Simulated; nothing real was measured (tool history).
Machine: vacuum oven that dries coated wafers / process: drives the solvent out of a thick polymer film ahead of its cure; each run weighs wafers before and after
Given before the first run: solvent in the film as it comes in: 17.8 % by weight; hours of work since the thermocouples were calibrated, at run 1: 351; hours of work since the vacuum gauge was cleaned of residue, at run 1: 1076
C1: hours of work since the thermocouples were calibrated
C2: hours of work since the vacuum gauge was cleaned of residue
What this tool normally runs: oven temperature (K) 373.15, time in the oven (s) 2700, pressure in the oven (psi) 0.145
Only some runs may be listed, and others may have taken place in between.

{"run": 1, "day": 0.0, "oven temperature (K)": 373.15, "time in the oven (s)": 2700, "pressure in the oven (psi)": 0.145, "C1": 351, "C2": 1076, "solvent left in the film (%)": 1.67}
{"run": 2, "day": 2.379, "oven temperature (K)": 373.15, "time in the oven (s)": 2700, "pressure in the oven (psi)": 0.145, "C1": 380, "C2": 1105, "solvent left in the film (%)": 1.75}
{"run": 3, "day": 4.975, "oven temperature (K)": 383.15, "time in the oven (s)": 2700, "pressure in the oven (psi)": 0.145, "C1": 412, "C2": 1137, "solvent left in the film (%)": 0.66}
{"run": 4, "day": 7.867, "oven temperature (K)": 383.15, "time in the oven (s)": 2700, "pressure in the oven (psi)": 0.145, "C1": 447, "C2": 1172, "solvent left in the film (%)": 0.63}
{"run": 5, "day": 10.058, "oven temperature (K)": 383.15, "time in the oven (s)": 2700, "pressure in the oven (psi)": 0.145, "C1": 474, "C2": 1199, "solvent left in the film (%)": 0.65}
{"run": 6, "day": 11.492, "oven temperature (K)": 373.15, "time in the oven (s)": 2700, "pressure in the oven (psi)": 0.102, "C1": 492, "C2": 1216, "solvent left in the film (%)": 1.63}
{"run": 7, "day": 14.417, "oven temperature (K)": 373.15, "time in the oven (s)": 2700, "pressure in the oven (psi)": 0.102, "C1": 527, "C2": 1252, "solvent left in the film (%)": 1.61}
{"run": 8, "day": 16.288, "oven temperature (K)": 373.15, "time in the oven (s)": 2700, "pressure in the oven (psi)": 0.145, "C1": 550, "C2": 1275, "solvent left in the film (%)": 1.57}
{"run": 9, "day": 17.708, "oven temperature (K)": 373.15, "time in the oven (s)": 2700, "pressure in the oven (psi)": 0.241, "C1": 568, "C2": 1292, "solvent left in the film (%)": 1.76}
{"run": 10, "day": 20.408, "oven temperature (K)": 373.15, "time in the oven (s)": 2700, "pressure in the oven (psi)": 0.241, "C1": 601, "C2": 1325, "solvent left in the film (%)": 1.79}
{"run": 11, "day": 23.0, "oven temperature (K)": 373.15, "time in the oven (s)": 2700, "pressure in the oven (psi)": 0.145, "C1": 632, "C2": 1357, "solvent left in the film (%)": 1.61}
{"day": 24.512, "done": "oven's thermocouples calibrated"}
{"run": 12, "day": 25.267, "oven temperature (K)": 373.15, "time in the oven (s)": 2700, "pressure in the oven (psi)": 0.145, "C1": 9, "C2": 1384, "solvent left in the film (%)": 1.68}
{"run": 13, "day": 26.596, "oven temperature (K)": 373.15, "time in the oven (s)": 2700, "pressure in the oven (psi)": 0.145, "C1": 25, "C2": 1400, "solvent left in the film (%)": 1.7}
{"run": 14, "day": 28.892, "oven temperature (K)": 373.15, "time in the oven (s)": 2700, "pressure in the oven (psi)": 0.145, "C1": 54, "C2": 1428, "solvent left in the film (%)": 1.66}
{"run": 15, "day": 30.65, "oven temperature (K)": 373.15, "time in the oven (s)": 2700, "pressure in the oven (psi)": 0.145, "C1": 75, "C2": 1450, "solvent left in the film (%)": 1.63}
{"run": 16, "day": 32.221, "oven temperature (K)": 373.15, "time in the oven (s)": 2700, "pressure in the oven (psi)": 0.145, "C1": 94, "C2": 1469, "solvent left in the film (%)": 1.72}
{"run": 17, "day": 33.446, "oven temperature (K)": 373.15, "time in the oven (s)": 2700, "pressure in the oven (psi)": 0.145, "C1": 109, "C2": 1484, "solvent left in the film (%)": 1.7}
{"run": 18, "day": 35.546, "oven temperature (K)": 373.15, "time in the oven (s)": 2700, "pressure in the oven (psi)": 0.21, "C1": 135, "C2": 1509, "solvent left in the film (%)": 1.73}
{"run": 19, "day": 37.312, "oven temperature (K)": 373.15, "time in the oven (s)": 2700, "pressure in the oven (psi)": 0.21, "C1": 156, "C2": 1531, "solvent left in the film (%)": 1.73}
{"run": 20, "day": 38.858, "oven temperature (K)": 373.15, "time in the oven (s)": 3840, "pressure in the oven (psi)": 0.21, "C1": 175, "C2": 1550, "solvent left in the film (%)": 0.89}
{"run": 21, "day": 40.45, "oven temperature (K)": 373.15, "time in the oven (s)": 3840, "pressure in the oven (psi)": 0.21, "C1": 195, "C2": 1569, "solvent left in the film (%)": 0.93}
{"run": 22, "day": 41.8, "oven temperature (K)": 373.15, "time in the oven (s)": 3840, "pressure in the oven (psi)": 0.21, "C1": 211, "C2": 1586, "solvent left in the film (%)": 0.88}
{"run": 23, "day": 44.096, "oven temperature (K)": 373.15, "time in the oven (s)": 2700, "pressure in the oven (psi)": 0.145, "C1": 239, "C2": 1614, "solvent left in the film (%)": 1.73}
{"run": 24, "day": 47.021, "oven temperature (K)": 362.15, "time in the oven (s)": 1560, "pressure in the oven (psi)": 0.496, "C1": 275, "C2": 1650, "solvent left in the film (%)": 7}
{"run": 25, "day": 49.471, "oven temperature (K)": 362.15, "time in the oven (s)": 1560, "pressure in the oven (psi)": 0.496, "C1": 305, "C2": 1680, "solvent left in the film (%)": 6.84}
{"run": 26, "day": 51.433, "oven temperature (K)": 367.15, "time in the oven (s)": 1860, "pressure in the oven (psi)": 0.145, "C1": 329, "C2": 1704, "solvent left in the film (%)": 4.32}
{"run": 27, "day": 53.883, "oven temperature (K)": 373.15, "time in the oven (s)": 2700, "pressure in the oven (psi)": 0.09, "C1": 359, "C2": 1734, "solvent left in the film (%)": 1.55}
{"run": 28, "day": 55.162, "oven temperature (K)": 373.15, "time in the oven (s)": 2700, "pressure in the oven (psi)": 0.09, "C1": 375, "C2": 1749, "solvent left in the film (%)": 1.52}
{"run": 29, "day": 57.579, "oven temperature (K)": 373.15, "time in the oven (s)": 3000, "pressure in the oven (psi)": 0.145, "C1": 404, "C2": 1779, "solvent left in the film (%)": 1.36}
{"run": 30, "day": 59.308, "oven temperature (K)": 376.15, "time in the oven (s)": 1860, "pressure in the oven (psi)": 0.184, "C1": 425, "C2": 1800, "solvent left in the film (%)": 2.64}
{"run": 31, "day": 60.671, "oven temperature (K)": 373.15, "time in the oven (s)": 3180, "pressure in the oven (psi)": 0.145, "C1": 442, "C2": 1816, "solvent left in the film (%)": 1.13}
{"run": 32, "day": 62.954, "oven temperature (K)": 373.15, "time in the oven (s)": 3180, "pressure in the oven (psi)": 0.145, "C1": 470, "C2": 1844, "solvent left in the film (%)": 1.19}
{"run": 33, "day": 65.362, "oven temperature (K)": 373.15, "time in the oven (s)": 3180, "pressure in the oven (psi)": 0.145, "C1": 499, "C2": 1874, "solvent left in the film (%)": 1.23}
{"run": 34, "day": 67.975, "oven temperature (K)": 382.15, "time in the oven (s)": 1800, "pressure in the oven (psi)": 0.133, "C1": 531, "C2": 1906, "solvent left in the film (%)": 1.81}
{"run": 35, "day": 69.729, "oven temperature (K)": 382.15, "time in the oven (s)": 1800, "pressure in the oven (psi)": 0.133, "C1": 553, "C2": 1927, "solvent left in the film (%)": 1.84}
{"run": 36, "day": 72.554, "oven temperature (K)": 383.15, "time in the oven (s)": 2880, "pressure in the oven (psi)": 0.408, "C1": 587, "C2": 1962, "solvent left in the film (%)": 0.81}
{"run": 37, "day": 74.088, "oven temperature (K)": 364.15, "time in the oven (s)": 3720, "pressure in the oven (psi)": 0.464, "C1": 606, "C2": 1981, "solvent left in the film (%)": 2.5}
{"run": 38, "day": 75.808, "oven temperature (K)": 359.15, "time in the oven (s)": 2700, "pressure in the oven (psi)": 0.299, "C1": 627, "C2": 2002, "solvent left in the film (%)": 4.55}
{"day": 77.708, "done": "oven's thermocouples calibrated"}
{"run": 39, "day": 78.579, "oven temperature (K)": 359.15, "time in the oven (s)": 3600, "pressure in the oven (psi)": 0.164, "C1": 11, "C2": 2034, "solvent left in the film (%)": 2.9}
{"run": 40, "day": 79.983, "oven temperature (K)": 363.15, "time in the oven (s)": 1440, "pressure in the oven (psi)": 0.352, "C1": 28, "C2": 2052, "solvent left in the film (%)": 6.8}
{"run": 41, "day": 81.404, "oven temperature (K)": 363.15, "time in the oven (s)": 1440, "pressure in the oven (psi)": 0.352, "C1": 45, "C2": 2069, "solvent left in the film (%)": 6.92}
{"run": 42, "day": 84.183, "oven temperature (K)": 363.15, "time in the oven (s)": 1440, "pressure in the oven (psi)": 0.352, "C1": 79, "C2": 2103, "solvent left in the film (%)": 6.82}
{"run": 43, "day": 85.421, "oven temperature (K)": 363.15, "time in the oven (s)": 1440, "pressure in the oven (psi)": 0.352, "C1": 94, "C2": 2118, "solvent left in the film (%)": 6.94}
{"run": 44, "day": 87.754, "oven temperature (K)": 374.15, "time in the oven (s)": 3540, "pressure in the oven (psi)": 0.141, "C1": 123, "C2": 2147, "solvent left in the film (%)": 0.84}
{"run": 45, "day": 90.558, "oven temperature (K)": 364.15, "time in the oven (s)": 4560, "pressure in the oven (psi)": 0.48, "C1": 157, "C2": 2181, "solvent left in the film (%)": 1.98}
{"run": 46, "day": 92.6, "oven temperature (K)": 373.15, "time in the oven (s)": 3000, "pressure in the oven (psi)": 0.145, "C1": 182, "C2": 2206, "solvent left in the film (%)": 1.29}

Below are 3 alternative next runs, each starting from the tool's condition after run 46. Predict each:
{"run": "A", "day": 94.95, "oven temperature (K)": 373.15, "time in the oven (s)": 4200, "pressure in the oven (psi)": 0.075, "C1": 211, "C2": 2234, "solvent left in the film (%)": "?"}
{"run": "B", "day": 94.95, "oven temperature (K)": 382.15, "time in the oven (s)": 4620, "pressure in the oven (psi)": 0.083, "C1": 211, "C2": 2234, "solvent left in the film (%)": "?"}
{"run": "C", "day": 94.95, "oven temperature (K)": 373.15, "time in the oven (s)": 2700, "pressure in the oven (psi)": 0.165, "C1": 211, "C2": 2234, "solvent left in the film (%)": "?"}

run=A solvent_left_in_the_film_(%)=0.45
run=B solvent_left_in_the_film_(%)=0.12
run=C solvent_left_in_the_film_(%)=1.69
Take away the tool's hidden state, keep each run's random variation, and the runs would have read:
run=A solvent_left_in_the_film_(%)=0.44
run=B solvent_left_in_the_film_(%)=0.11
run=C solvent_left_in_the_film_(%)=1.67
